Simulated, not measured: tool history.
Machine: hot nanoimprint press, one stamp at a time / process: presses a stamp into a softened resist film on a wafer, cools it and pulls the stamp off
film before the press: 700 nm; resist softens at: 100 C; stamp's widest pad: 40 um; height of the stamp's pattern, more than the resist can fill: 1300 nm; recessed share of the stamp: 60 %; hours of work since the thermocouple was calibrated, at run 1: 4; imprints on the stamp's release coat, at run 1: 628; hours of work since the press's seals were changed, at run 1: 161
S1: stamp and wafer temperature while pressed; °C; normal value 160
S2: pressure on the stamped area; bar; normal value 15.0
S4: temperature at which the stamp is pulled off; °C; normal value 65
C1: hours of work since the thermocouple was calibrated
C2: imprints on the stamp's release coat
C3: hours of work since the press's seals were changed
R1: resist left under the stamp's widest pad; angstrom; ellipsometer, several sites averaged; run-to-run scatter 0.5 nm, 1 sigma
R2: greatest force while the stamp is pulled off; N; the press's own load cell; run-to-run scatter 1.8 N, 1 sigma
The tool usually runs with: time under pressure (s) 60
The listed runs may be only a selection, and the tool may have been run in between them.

run 1 day=0.000 | S1=160 S2=15.0 time_under_pressure_(s)=60 S4=65 | C1=4 C2=628 C3=161 | R1=2863 R2=197
run 2 day=1.838 | S1=160 S2=15.0 time_under_pressure_(s)=60 S4=65 | C1=37 C2=799 C3=194 | R1=2860 R2=194
run 3 day=4.358 | S1=160 S2=15.0 time_under_pressure_(s)=60 S4=65 | C1=82 C2=1035 C3=239 | R1=2861 R2=194
run 4 day=6.000 | S1=160 S2=15.0 time_under_pressure_(s)=60 S4=65 | C1=112 C2=1188 C3=269 | R1=2870 R2=193
-- day=7.704 stamp cleaned and given a new release coat
run 5 day=8.042 | S1=160 S2=15.0 time_under_pressure_(s)=54 S4=65 | C1=144 C2=31 C3=301 | R1=2984 R2=195
run 6 day=9.529 | S1=160 S2=15.0 time_under_pressure_(s)=54 S4=65 | C1=171 C2=170 C3=328 | R1=2987 R2=193
run 7 day=11.788 | S1=160 S2=15.0 time_under_pressure_(s)=78 S4=68 | C1=211 C2=381 C3=369 | R1=2584 R2=189
run 8 day=14.292 | S1=160 S2=15.0 time_under_pressure_(s)=78 S4=68 | C1=256 C2=615 C3=414 | R1=2581 R2=184
run 9 day=15.858 | S1=151 S2=15.0 time_under_pressure_(s)=78 S4=68 | C1=284 C2=761 C3=442 | R1=3515 R2=185
-- day=18.317 plate thermocouple calibrated
run 10 day=18.371 | S1=151 S2=15.0 time_under_pressure_(s)=78 S4=68 | C1=1 C2=984 C3=485 | R1=3507 R2=187
run 11 day=19.600 | S1=160 S2=15.0 time_under_pressure_(s)=60 S4=52 | C1=23 C2=1099 C3=507 | R1=2856 R2=225
run 12 day=20.729 | S1=160 S2=15.0 time_under_pressure_(s)=60 S4=52 | C1=43 C2=1204 C3=527 | R1=2853 R2=221

Predict each of these 3 candidate next runs independently; none follows another, all start after run 12:
-- day=22.288 stamp cleaned and given a new release coat
run A day=22.742 | S1=160 S2=17.9 time_under_pressure_(s)=44 S4=58 | C1=75 C2=42 C3=559 | R1=? R2=?
-- day=22.288 stamp cleaned and given a new release coat
run B day=22.742 | S1=166 S2=15.0 time_under_pressure_(s)=44 S4=65 | C1=75 C2=42 C3=559 | R1=? R2=?
-- day=22.288 stamp cleaned and given a new release coat
run C day=22.742 | S1=154 S2=15.0 time_under_pressure_(s)=60 S4=52 | C1=75 C2=42 C3=559 | R1=? R2=?

run=A R1=2967 R2=207
run=B R1=2667 R2=195
run=C R1=3486 R2=222
Take away the tool's hidden state, keep each run's random variation, and the runs would have read:
run=A R1=2977 R2=207
run=B R1=2676 R2=195
run=C R1=3498 R2=222

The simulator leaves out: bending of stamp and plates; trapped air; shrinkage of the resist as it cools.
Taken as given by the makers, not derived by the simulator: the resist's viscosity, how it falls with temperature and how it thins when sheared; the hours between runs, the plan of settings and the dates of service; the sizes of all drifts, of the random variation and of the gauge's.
